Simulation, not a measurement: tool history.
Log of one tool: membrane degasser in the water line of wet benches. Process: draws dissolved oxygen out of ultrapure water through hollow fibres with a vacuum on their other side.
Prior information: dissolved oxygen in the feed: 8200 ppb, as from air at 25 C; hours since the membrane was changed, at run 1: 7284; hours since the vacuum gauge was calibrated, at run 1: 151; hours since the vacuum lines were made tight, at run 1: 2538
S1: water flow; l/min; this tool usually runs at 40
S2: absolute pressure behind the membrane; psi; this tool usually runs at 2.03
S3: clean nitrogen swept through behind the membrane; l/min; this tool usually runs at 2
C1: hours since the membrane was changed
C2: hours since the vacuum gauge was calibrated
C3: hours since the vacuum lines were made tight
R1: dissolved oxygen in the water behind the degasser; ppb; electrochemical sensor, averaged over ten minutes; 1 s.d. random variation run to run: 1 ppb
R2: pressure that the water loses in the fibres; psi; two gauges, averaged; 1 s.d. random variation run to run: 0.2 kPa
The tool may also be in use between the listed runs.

run,hour,S1,S2,S3,C1,C2,C3,R1,R2
1,0,40,2.03,2,7284,151,2538,464,6.271
2,322.3,37,2.03,2,7607,473,2861,431.9,5.846
3,621.1,40,2.03,2,7905,772,3159,464.8,6.311
4,886.5,40,2.03,2,8171,1037,3425,463.3,6.269
5,1153.6,40,2.03,2,8438,1304,3692,462.7,6.292
6,1476.6,40,2.03,2,8761,1627,4015,463.3,6.277
7,1691.8,40,2.03,2,8976,1842,4230,464.1,6.284
8,2012.9,40,2.03,2,9297,2163,4551,463.5,6.276
9,2329.9,40,3.31,2,9614,2481,4868,802.7,6.258
10,2535.8,40,1.33,2,9820,2686,5074,266.5,6.257
11,2810.7,59,2.03,2,10095,2961,5349,675.8,9.285
12,3097.9,40,2.03,3.43,10382,3249,5636,291.2,6.247
13,3400,40,2.03,3.43,10684,3551,5938,292.4,6.218
# hour 3529.6: vacuum gauge calibrated
14,3611.6,40,2.03,3.43,10896,82,6150,290.9,6.232
15,3886.9,40,2.03,3.43,11171,357,6425,292.1,6.229
16,4115.9,40,3.9,2,11400,586,6654,951.5,6.245
# hour 4220.3: seals of the vacuum lines changed
17,4366.3,40,1.46,2,11648,835,146,304.1,6.222
18,4617.3,40,1.46,2,11899,1086,397,304.4,6.193
19,4781.4,40,3.51,2.75,12063,1250,561,659.9,6.171
20,5092.9,27,1.55,2.75,12375,1561,873,171.6,4.187
21,5355.9,44,2.32,2.76,12638,1824,1136,453.9,6.85
22,5574.4,44,2.32,2.76,12856,2043,1354,453.2,6.814
23,5823.8,44,1.38,3.47,13106,2292,1603,193.1,6.783
24,6081.7,44,1.38,3.47,13364,2550,1861,193,6.776
25,6389.2,41,4.86,5.92,13671,2858,2169,485.1,6.342
26,6604.6,41,3.64,5.81,13886,3073,2384,363.7,6.341
27,6822.3,28,3.64,5.81,14104,3291,2602,250.4,4.293
28,7103,29,2.02,3.14,14385,3571,2883,229,4.477
# hour 7212.1: vacuum gauge calibrated
29,7408.7,29,1.55,1.96,14690,197,3188,248.4,4.44
30,7668.3,29,1.55,1.96,14950,456,3448,247.8,4.413
# hour 7733.7: gauge calibrated
31,7907.3,45,1.45,0.91,15189,695,3686,621.5,7.072
32,8141,45,1.45,0.91,15422,929,3920,620.1,7.134

What if the next run were any one of these 4? Each begins from the tool's condition after run 32:
A,8311.6,52,2.03,2,15593,1100,4091,?,?
B,8311.6,28,1.45,4.68,15593,1100,4091,?,?
C,8311.6,45,1.74,0.91,15593,1100,4091,?,?
D,8311.6,38,4.15,5,15593,1100,4091,?,?

run,R1,R2
A,594.9,8.213
B,98.4,4.382
C,779.4,7.059
D,443.2,6.018
Had the tool no hidden state, the same runs would have come out as:
run,R1,R2
A,594.8,8.222
B,98.4,4.386
C,779.3,7.066
D,443.1,6.023

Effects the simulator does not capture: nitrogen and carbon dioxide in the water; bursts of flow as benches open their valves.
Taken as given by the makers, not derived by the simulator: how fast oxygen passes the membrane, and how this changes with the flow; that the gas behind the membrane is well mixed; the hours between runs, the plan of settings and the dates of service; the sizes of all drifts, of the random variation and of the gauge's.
